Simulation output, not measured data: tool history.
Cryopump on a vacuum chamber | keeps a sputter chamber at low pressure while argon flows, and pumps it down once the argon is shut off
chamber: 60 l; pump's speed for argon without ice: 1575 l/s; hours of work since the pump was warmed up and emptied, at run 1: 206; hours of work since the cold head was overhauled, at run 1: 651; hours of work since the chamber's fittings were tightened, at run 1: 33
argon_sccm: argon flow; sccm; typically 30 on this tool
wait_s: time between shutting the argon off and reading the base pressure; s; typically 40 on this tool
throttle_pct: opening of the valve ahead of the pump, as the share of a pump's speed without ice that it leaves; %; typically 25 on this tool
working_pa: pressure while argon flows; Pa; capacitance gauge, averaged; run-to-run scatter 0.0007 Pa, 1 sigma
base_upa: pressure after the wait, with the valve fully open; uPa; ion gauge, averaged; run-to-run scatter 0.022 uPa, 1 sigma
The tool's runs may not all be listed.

run	hour	argon_sccm	wait_s	throttle_pct	hours of work since the pump was warmed up and emptied	hours of work since the cold head was overhauled	hours of work since the chamber's fittings were tightened	working_pa	base_upa
1	0	30	40	25	206	651	33	0.131	2.14
2	57.5	30	40	25	230	675	57	0.1341	2.19
3	108.1	31	40	25	252	696	79	0.1372	2.15
4	160.4	41	40	25	274	718	101	0.1821	2.2
5	208.9	30	40	25	294	739	121	0.1345	2.15
6	248.9	30	40	25	311	756	138	0.135	2.2
7	302.1	30	40	25	334	778	160	0.1349	2.2
8	342.8	30	40	25	351	795	178	0.1347	2.16
9	369	30	40	25	362	806	189	0.1338	2.24
10	411.9	30	40	25	380	824	207	0.1367	2.19

Forecast run 11:
11	469.1	14	40	25	404	848	231	?	?

Run 11 measured working_pa 0.0638 Pa, base_upa 2.21 uPa.
With no hidden state in the tool, this same run would have given working_pa 0.0603 Pa, base_upa 2.09 uPa.
